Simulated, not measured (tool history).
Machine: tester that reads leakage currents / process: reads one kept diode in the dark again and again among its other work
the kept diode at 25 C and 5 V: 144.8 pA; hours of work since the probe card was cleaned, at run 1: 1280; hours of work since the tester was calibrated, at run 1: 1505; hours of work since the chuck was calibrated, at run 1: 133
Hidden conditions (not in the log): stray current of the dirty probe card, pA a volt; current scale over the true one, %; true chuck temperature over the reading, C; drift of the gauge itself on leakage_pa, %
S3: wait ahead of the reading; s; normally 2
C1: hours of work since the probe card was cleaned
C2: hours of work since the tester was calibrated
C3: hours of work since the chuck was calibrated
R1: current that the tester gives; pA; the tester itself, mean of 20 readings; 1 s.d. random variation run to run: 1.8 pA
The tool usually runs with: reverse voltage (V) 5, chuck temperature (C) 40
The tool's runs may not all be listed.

run 1 hour=0 | reverse_voltage_(V)=5 chuck_temperature_(C)=40 S3=2 | C1=1280 C2=1505 C3=133 | R1=570.45
run 2 hour=42 | reverse_voltage_(V)=5 chuck_temperature_(C)=40 S3=2 | C1=1297 C2=1521 C3=149 | R1=569.66
run 3 hour=98.3 | reverse_voltage_(V)=5 chuck_temperature_(C)=40 S3=2 | C1=1319 C2=1544 C3=172 | R1=566.63
run 4 hour=152.6 | reverse_voltage_(V)=5 chuck_temperature_(C)=40 S3=2 | C1=1341 C2=1566 C3=194 | R1=565.69
run 5 hour=187.1 | reverse_voltage_(V)=5 chuck_temperature_(C)=40 S3=1.13 | C1=1355 C2=1580 C3=208 | R1=565.76
run 6 hour=270.6 | reverse_voltage_(V)=5 chuck_temperature_(C)=40 S3=1.13 | C1=1388 C2=1613 C3=241 | R1=563.16
run 7 hour=319.8 | reverse_voltage_(V)=5 chuck_temperature_(C)=40 S3=2 | C1=1408 C2=1633 C3=261 | R1=564.68
run 8 hour=358.9 | reverse_voltage_(V)=5 chuck_temperature_(C)=40 S3=2 | C1=1424 C2=1649 C3=277 | R1=563.27
run 9 hour=394.9 | reverse_voltage_(V)=5 chuck_temperature_(C)=40 S3=2 | C1=1438 C2=1663 C3=291 | R1=563.97
run 10 hour=451.5 | reverse_voltage_(V)=5.62 chuck_temperature_(C)=40 S3=2 | C1=1461 C2=1686 C3=314 | R1=587.55
run 11 hour=525.9 | reverse_voltage_(V)=5.62 chuck_temperature_(C)=40 S3=2 | C1=1491 C2=1716 C3=344 | R1=583.15
run 12 hour=597.3 | reverse_voltage_(V)=5.62 chuck_temperature_(C)=40 S3=2 | C1=1520 C2=1744 C3=372 | R1=580.21
run 13 hour=666.6 | reverse_voltage_(V)=8.39 chuck_temperature_(C)=40 S3=2 | C1=1547 C2=1772 C3=400 | R1=678.13
run 14 hour=713.1 | reverse_voltage_(V)=8.39 chuck_temperature_(C)=40 S3=2 | C1=1566 C2=1791 C3=419 | R1=673.51
run 15 hour=768.1 | reverse_voltage_(V)=8.39 chuck_temperature_(C)=40 S3=2 | C1=1588 C2=1813 C3=441 | R1=672.35
run 16 hour=834.5 | reverse_voltage_(V)=8.39 chuck_temperature_(C)=40 S3=0.45 | C1=1615 C2=1840 C3=468 | R1=680.12
run 17 hour=868.6 | reverse_voltage_(V)=8.39 chuck_temperature_(C)=40 S3=0.45 | C1=1629 C2=1853 C3=481 | R1=675.53
run 18 hour=944 | reverse_voltage_(V)=8.39 chuck_temperature_(C)=40 S3=0.45 | C1=1659 C2=1884 C3=512 | R1=677.09
-- hour=965.9 chuck's temperature calibrated
run 19 hour=1011.3 | reverse_voltage_(V)=8.39 chuck_temperature_(C)=40 S3=0.45 | C1=1685 C2=1910 C3=18 | R1=720.45
run 20 hour=1054.9 | reverse_voltage_(V)=8.39 chuck_temperature_(C)=40 S3=0.45 | C1=1703 C2=1927 C3=36 | R1=714.3
run 21 hour=1109.6 | reverse_voltage_(V)=8.39 chuck_temperature_(C)=40 S3=0.45 | C1=1724 C2=1949 C3=58 | R1=718.62
run 22 hour=1161.2 | reverse_voltage_(V)=16.39 chuck_temperature_(C)=28 S3=0.3 | C1=1745 C2=1970 C3=78 | R1=336.07
run 23 hour=1203.9 | reverse_voltage_(V)=2.02 chuck_temperature_(C)=24 S3=1.45 | C1=1762 C2=1987 C3=96 | R1=95.37
run 24 hour=1249.6 | reverse_voltage_(V)=8 chuck_temperature_(C)=56 S3=0.69 | C1=1781 C2=2006 C3=114 | R1=2649.21
run 25 hour=1290.9 | reverse_voltage_(V)=1.47 chuck_temperature_(C)=22 S3=0.45 | C1=1797 C2=2022 C3=131 | R1=69.95
run 26 hour=1372 | reverse_voltage_(V)=1.47 chuck_temperature_(C)=22 S3=0.45 | C1=1830 C2=2055 C3=163 | R1=69.54
run 27 hour=1440.1 | reverse_voltage_(V)=1.47 chuck_temperature_(C)=22 S3=0.45 | C1=1857 C2=2082 C3=190 | R1=69.37
run 28 hour=1494.8 | reverse_voltage_(V)=7.23 chuck_temperature_(C)=39 S3=3.02 | C1=1879 C2=2104 C3=212 | R1=607.14
run 29 hour=1570.9 | reverse_voltage_(V)=7.23 chuck_temperature_(C)=39 S3=3.02 | C1=1910 C2=2135 C3=243 | R1=603.51
run 30 hour=1629.6 | reverse_voltage_(V)=3.55 chuck_temperature_(C)=40 S3=0.51 | C1=1933 C2=2158 C3=267 | R1=505.52
run 31 hour=1708.2 | reverse_voltage_(V)=2.44 chuck_temperature_(C)=37 S3=5.57 | C1=1965 C2=2190 C3=298 | R1=332.53
run 32 hour=1747.4 | reverse_voltage_(V)=7.01 chuck_temperature_(C)=47 S3=5.57 | C1=1981 C2=2205 C3=314 | R1=1180.81
run 33 hour=1800.1 | reverse_voltage_(V)=19.15 chuck_temperature_(C)=24 S3=5.8 | C1=2002 C2=2227 C3=335 | R1=232.3
run 34 hour=1838 | reverse_voltage_(V)=19.15 chuck_temperature_(C)=24 S3=5.8 | C1=2017 C2=2242 C3=350 | R1=229.61
run 35 hour=1898.7 | reverse_voltage_(V)=5 chuck_temperature_(C)=31 S3=3.45 | C1=2041 C2=2266 C3=375 | R1=251.48
run 36 hour=1937.2 | reverse_voltage_(V)=11.07 chuck_temperature_(C)=40 S3=2 | C1=2057 C2=2282 C3=390 | R1=762.27
run 37 hour=1998.5 | reverse_voltage_(V)=5.41 chuck_temperature_(C)=24 S3=2.6 | C1=2081 C2=2306 C3=415 | R1=135.93
run 38 hour=2055.4 | reverse_voltage_(V)=2.68 chuck_temperature_(C)=24 S3=2.6 | C1=2104 C2=2329 C3=438 | R1=102.64
run 39 hour=2136.7 | reverse_voltage_(V)=5 chuck_temperature_(C)=33 S3=6.79 | C1=2137 C2=2362 C3=470 | R1=299.43
run 40 hour=2179.6 | reverse_voltage_(V)=9.58 chuck_temperature_(C)=33 S3=1.09 | C1=2154 C2=2379 C3=487 | R1=387.99

Hidden condition of the tool, last listed run before each entry between runs versus first listed run after:
From run 18 to run 19: chuck's temperature calibrated (hour 965.9)
  stray current of the dirty probe card, pA a volt: 0.949 -> 0.965; current scale over the true one, %: -0.45 -> -0.46; true chuck temperature over the reading, C: -0.75 -> 0.02
  what was measured, less what the result would be without the hidden state, R1: -40.84 -> +5.6 pA
